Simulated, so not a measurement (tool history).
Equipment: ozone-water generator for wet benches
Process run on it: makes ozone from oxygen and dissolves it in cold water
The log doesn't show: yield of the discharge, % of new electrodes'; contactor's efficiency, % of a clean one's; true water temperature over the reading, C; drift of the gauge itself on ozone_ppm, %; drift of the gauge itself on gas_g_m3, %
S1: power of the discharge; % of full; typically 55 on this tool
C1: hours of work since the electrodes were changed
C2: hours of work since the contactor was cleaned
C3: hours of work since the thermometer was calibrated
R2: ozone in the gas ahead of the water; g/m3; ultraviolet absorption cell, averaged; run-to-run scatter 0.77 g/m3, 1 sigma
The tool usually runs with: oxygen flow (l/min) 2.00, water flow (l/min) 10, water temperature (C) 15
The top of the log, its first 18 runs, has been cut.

Run 19, day 36.775: usual settings but S1 44 % of full, oxygen flow (l/min) 1.01, water temperature (C) 14; C1 2726; C2 5980; C3 1953. Result: dissolved ozone (ppm) 9.4, R2 137.1 g/m3.
Run 20, day 38.083: usual settings but S1 44 % of full, oxygen flow (l/min) 1.01, water temperature (C) 14; C1 2752; C2 6006; C3 1979. Result: dissolved ozone (ppm) 9.4, R2 138.7 g/m3.
Run 21, day 40.100: usual settings but S1 44 % of full, oxygen flow (l/min) 1.01, water temperature (C) 14; C1 2792; C2 6046; C3 2019. Result: dissolved ozone (ppm) 9.4, R2 138.9 g/m3.
Run 22, day 42.417: usual settings but S1 44 % of full, oxygen flow (l/min) 1.01, water temperature (C) 14; C1 2837; C2 6092; C3 2064. Result: dissolved ozone (ppm) 9.4, R2 139.2 g/m3.
Run 23, day 43.821: usual settings but S1 41 % of full, oxygen flow (l/min) 2.16, water flow (l/min) 9; C1 2865; C2 6119; C3 2092. Result: dissolved ozone (ppm) 10.7, R2 85.1 g/m3.
Run 24, day 45.896: usual settings but S1 61 % of full, water temperature (C) 17; C1 2906; C2 6160; C3 2133. Result: dissolved ozone (ppm) 13.8, R2 128.8 g/m3.
Run 25, day 47.125: usual settings but S1 43 % of full, oxygen flow (l/min) 1.60, water flow (l/min) 13, water temperature (C) 17; C1 2930; C2 6185; C3 2157. Result: dissolved ozone (ppm) 7.8, R2 106.3 g/m3.
Run 26, day 49.696: usual settings but S1 43 % of full, oxygen flow (l/min) 1.60, water flow (l/min) 13, water temperature (C) 17; C1 2981; C2 6235; C3 2208. Result: dissolved ozone (ppm) 7.6, R2 106.1 g/m3.
Run 27, day 50.925: usual settings but S1 43 % of full, oxygen flow (l/min) 1.60, water flow (l/min) 13, water temperature (C) 17; C1 3006; C2 6260; C3 2233. Result: dissolved ozone (ppm) 7.7, R2 106.5 g/m3.
Run 28, day 52.850: usual settings but oxygen flow (l/min) 1.81, water flow (l/min) 8; C1 3044; C2 6298; C3 2271. Result: dissolved ozone (ppm) 15.2, R2 123.5 g/m3.
Run 29, day 54.633: usual settings but S1 95 % of full, oxygen flow (l/min) 1.18, water flow (l/min) 8, water temperature (C) 13; C1 3079; C2 6333; C3 2306. Result: dissolved ozone (ppm) 24.3, R2 256.4 g/m3.
Run 30, day 57.017: usual settings but S1 95 % of full, oxygen flow (l/min) 2.14, water flow (l/min) 8, water temperature (C) 22; C1 3126; C2 6380; C3 2353. Result: dissolved ozone (ppm) 22.8, R2 185.2 g/m3.
Run 31, day 59.579: usual settings but oxygen flow (l/min) 3.37; C1 3177; C2 6431; C3 2404. Result: dissolved ozone (ppm) 13.2, R2 88.6 g/m3.
Run 32, day 62.233: usual settings but S1 64 % of full, oxygen flow (l/min) 1.05; C1 3229; C2 6483; C3 2456. Result: dissolved ozone (ppm) 13.5, R2 189.2 g/m3.
Run 33, day 64.638: usual settings but oxygen flow (l/min) 2.77; C1 3277; C2 6531; C3 2504. Result: dissolved ozone (ppm) 13.1, R2 99.2 g/m3.

What if the next run were any one of these 4? Each begins from the tool's condition after run 33:
Run A, day 66.246: usual settings but S1 49 % of full, oxygen flow (l/min) 1.35; C1 3308; C2 6563; C3 2535. Result: dissolved ozone (ppm) ?, R2 ?.
Run B, day 66.246: usual settings but water flow (l/min) 16, water temperature (C) 18; C1 3308; C2 6563; C3 2535. Result: dissolved ozone (ppm) ?, R2 ?.
Run C, day 66.246: usual settings but oxygen flow (l/min) 1.03; C1 3308; C2 6563; C3 2535. Result: dissolved ozone (ppm) ?, R2 ?.
Run D, day 66.246: usual settings but water flow (l/min) 6; C1 3308; C2 6563; C3 2535. Result: dissolved ozone (ppm) ?, R2 ?.

run  dissolved ozone (ppm)     R2
  A                   10.8  130.3
  B                    8.2  116.3
  C                   11.4  167.6
  D                   18.6  117.0
Without the tool's hidden state the same runs would have given:
run  dissolved ozone (ppm)     R2
  A                   10.8  130.4
  B                    8.2  116.4
  C                   11.5  167.7
  D                   18.6  117.1

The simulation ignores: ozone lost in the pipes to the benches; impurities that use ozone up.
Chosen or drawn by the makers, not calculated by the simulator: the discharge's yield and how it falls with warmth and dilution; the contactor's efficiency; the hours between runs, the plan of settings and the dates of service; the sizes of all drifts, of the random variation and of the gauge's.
